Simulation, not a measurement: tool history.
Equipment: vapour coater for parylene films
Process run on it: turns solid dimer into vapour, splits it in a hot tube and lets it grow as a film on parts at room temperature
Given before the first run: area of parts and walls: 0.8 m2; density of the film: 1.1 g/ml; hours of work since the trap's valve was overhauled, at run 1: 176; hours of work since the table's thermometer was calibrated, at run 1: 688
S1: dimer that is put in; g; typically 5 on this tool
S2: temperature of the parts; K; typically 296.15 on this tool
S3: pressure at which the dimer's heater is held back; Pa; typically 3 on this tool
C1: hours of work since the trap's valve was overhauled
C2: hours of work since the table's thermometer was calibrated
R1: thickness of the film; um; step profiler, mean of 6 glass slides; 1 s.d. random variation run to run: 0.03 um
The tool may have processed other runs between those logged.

run     day  S1      S2     S3   C1   C2    R1
  1       0   5  296.15      3  176  688  2.77
  2    1.95   5  296.15      3  194  706  2.73
  3   3.217   5  296.15   3.35  207  719  2.73
  4   5.033   5  296.15      3  224  736  2.67
  5   7.754   5  296.15      3  250  762  2.76
  6   9.075   5  296.15      3  263  775  2.67
  7  11.654   5  296.15   3.83  288  800  2.56
  8  14.396   5  296.15   3.83  314  826  2.59
  9  16.875   5  296.15      3  338  850  2.62
 10  19.329   5  296.15      3  361  873  2.59
 11  22.096   5  296.15      3  388  900  2.62
 12  23.579   5  296.15    4.6  402  914  2.47
 13  25.154   5  296.15      3  417  929  2.57
 14  27.912   6  296.15      3  444  956  3.13
 15   30.15   6  296.15      3  465  977  3.09
 16  31.467   5  296.15      3  478  990  2.57
     31.742  -- table's thermometer calibrated
 17  32.958   5  296.15      3  492   12  2.59
 18  34.283   5  296.15      3  505   24  2.52
 19  36.433   4  304.15      3  525   45  1.46
     38.596  -- table's thermometer calibrated, once more
 20  38.925   4  290.15   4.82  549    3  2.26
 21  40.242   4  290.15   4.82  561   16  2.28
 22  41.904   3  296.15   4.79  577   32  1.36
     42.279  -- trap's valve overhauled
 23  43.421   5  291.15      3   11   45  3.51
 24  45.671   5  291.15      3   33   66  3.38
 25  47.638   3  304.15  10.35   51   85  1.05
 26  49.246   3  303.15   2.18   67  101   1.4
 27  50.838   5  294.15   9.61   82  116  2.54
 28  52.604   5  294.15   9.61   99  133  2.49
 29  54.112   5  293.15      3  114  147  3.11
 30  56.192   5  288.15  10.19  134  167  3.15
 31  59.054   8  302.15   8.97  161  195  3.01
 32  61.017   8  296.15   8.97  180  214  3.69
 33  63.062   8  296.15      3  200  233  4.48

Below, some changes in R1 between adjacent runs. For each, the amount present without the hidden state too (settings, incoming material, random variation) and the amount remaining for the hidden state with gauge scatter not shared by both compared results:
Hidden conditions of the tool in this case: vapour lost through the trap's worn valve, %; true temperature of the parts over the reading, C; drift of the gauge itself on film_um, %.
Run 19 -> 20: S2 304.15 -> 290.15, S3 3 -> 4.82, table's thermometer calibrated, once more. R1 +0.8 um: hidden state -0.17, all else +0.97.
Run 21 -> 22: S1 4 -> 3, S2 290.15 -> 296.15, S3 4.82 -> 4.79. R1 -0.92 um: hidden state +0.14, all else -1.06.
Run 22 -> 23: S1 3 -> 5, S2 296.15 -> 291.15, S3 4.79 -> 3, trap's valve overhauled. R1 +2.15 um: hidden state +0.26, all else +1.89.
Run 24 -> 25: S1 5 -> 3, S2 291.15 -> 304.15, S3 3 -> 10.35. R1 -2.33 um: hidden state +0, all else -2.33.
Run 26 -> 27: S1 3 -> 5, S2 303.15 -> 294.15, S3 2.18 -> 9.61. R1 +1.14 um: hidden state -0.02, all else +1.16.

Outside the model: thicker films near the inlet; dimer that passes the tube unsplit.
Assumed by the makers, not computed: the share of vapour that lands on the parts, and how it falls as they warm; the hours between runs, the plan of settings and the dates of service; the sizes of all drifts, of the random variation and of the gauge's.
